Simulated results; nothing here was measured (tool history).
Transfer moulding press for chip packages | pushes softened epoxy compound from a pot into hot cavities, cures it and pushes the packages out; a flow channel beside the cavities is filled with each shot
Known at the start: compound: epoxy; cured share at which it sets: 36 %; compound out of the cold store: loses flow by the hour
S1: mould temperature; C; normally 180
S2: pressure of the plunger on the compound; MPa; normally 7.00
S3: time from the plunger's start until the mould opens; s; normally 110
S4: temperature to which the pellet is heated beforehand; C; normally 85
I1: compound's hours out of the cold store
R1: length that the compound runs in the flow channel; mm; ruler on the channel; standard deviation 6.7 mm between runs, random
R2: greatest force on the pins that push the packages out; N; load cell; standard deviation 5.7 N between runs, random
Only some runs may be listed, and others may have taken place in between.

run    day   S1    S2   S3  S4    I1   R1   R2
  1  0.000  180  7.00  110  85   8.3  776  265
  2  0.321  180  7.00  110  85  48.0  687  260
  3  0.758  180  7.00  110  85  29.1  724  268
  4  1.004  180  7.00  110  85  36.9  706  282
  5  1.346  180  7.00  110  85  35.3  708  290
  6  1.712  180  7.00  110  85  47.7  690  297
  7  2.196  180  7.00  110  85  19.0  746  304
  8  2.579  180  7.00  110  85  37.1  704  301
  9  3.012  178  7.00  110  85   8.7  764  354
 10  3.279  179  7.00  110  85  17.5  737  313
     3.379  -- cavities cleaned with cleaning compound and waxed
 11  3.579  179  7.00  110  85  34.4  713  228
 12  3.850  178  7.00  110  85  44.5  694  261
 13  4.204  178  7.00  110  85  32.5  710  280
 14  4.433  178  7.00  110  85  22.6  727  290
 15  4.762  178  7.00  110  85  36.0  703  288
 16  5.121  178  7.00  110  85  16.0  751  307
 17  5.375  178  7.00  110  85   8.2  751  336
 18  5.796  185  7.00  110  85  39.1  679  247
 19  6.200  185  7.00  110  79  20.2  718  267
 20  6.583  185  7.00  110  79  30.0  699  265
 21  7.017  187  6.49  103  83  33.8  660  253
 22  7.242  187  6.49  103  83  23.0  687  268
 23  7.471  187  6.49  103  83   9.1  713  268
     7.954  -- cavities cleaned with cleaning compound and waxed
 24  7.988  180  8.39  110  85  16.7  797  219
 25  8.329  180  8.39  110  85  34.8  742  236
 26  8.538  180  8.39  110  85  41.0  749  248
 27  8.938  180  8.39  110  85  43.6  743  246
 28  9.412  180  7.00  110  85  44.3  674  275
 29  9.638  180  7.00  110  85  24.7  716  266

What if the next run were any one of these 4? Each begins from the tool's condition after run 29:
  A  10.017  180  7.00  110  75  20.6   ?   ?
  B  10.017  180  5.50  110  85   8.4   ?   ?
  C  10.017  180  7.27  112  85  16.8   ?   ?
  D  10.017  180  7.00   92  85  19.1   ?   ?

run   R1   R2
  A  726  295
  B  662  297
  C  723  267
  D  724  416
Without the tool's unlogged condition, the same runs would have read:
run   R1   R2
  A  781  209
  B  712  214
  C  778  190
  D  778  293
